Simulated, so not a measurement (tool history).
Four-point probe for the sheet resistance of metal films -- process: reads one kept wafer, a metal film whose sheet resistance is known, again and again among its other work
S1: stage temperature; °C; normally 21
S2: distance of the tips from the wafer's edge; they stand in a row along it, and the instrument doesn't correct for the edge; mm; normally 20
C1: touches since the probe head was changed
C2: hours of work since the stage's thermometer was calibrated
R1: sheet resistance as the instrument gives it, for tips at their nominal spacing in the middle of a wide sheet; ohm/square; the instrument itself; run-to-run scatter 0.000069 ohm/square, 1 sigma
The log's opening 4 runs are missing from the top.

run   hour  S1  S2     C1   C2        R1
  5   84.2  21   5  15873  668  0.347463
  6  109.8  21  20  16430  682  0.344630
  7  129.6  27  20  16860  692  0.346476
  8  150.3  21  20  17312  703  0.344858
  9  177.2  21  53  17897  717  0.344578
 10  191.2  21  53  18200  724  0.344630
 11  213.8  21  53  18691  736  0.344585
 12  236.2  21  53  19179  748  0.344610
 13  248.3  21  20  19442  754  0.344820
 14  268.2  21  20  19876  764  0.344863
 15  283.6  21  20  20210  772  0.344906
 16  294.9  21  20  20456  778  0.344840
 17  310.9  21  20  20804  786  0.344804
 18  330.9  21   4  21241  797  0.349304
 19  342.8  21  20  21500  803  0.344871
 20  357.2  30  20  21813  811  0.347523
 21  368.7  30   5  22061  817  0.350469
 22  394.4  25   3  22620  830  0.354131
 23  411.5  26   4  22992  839  0.350779
 24  437.0  28  37  23548  852  0.346981
 25  457.7  31  26  23997  863  0.347781
 26  473.2  30   3  24336  871  0.355680

Forecast run 27:
 27  494.6  23   4  24801  882   ?

R1: 0.350058 ohm/square
Had the tool carried no hidden state, the very same run would have given R1 0.348388 ohm/square.
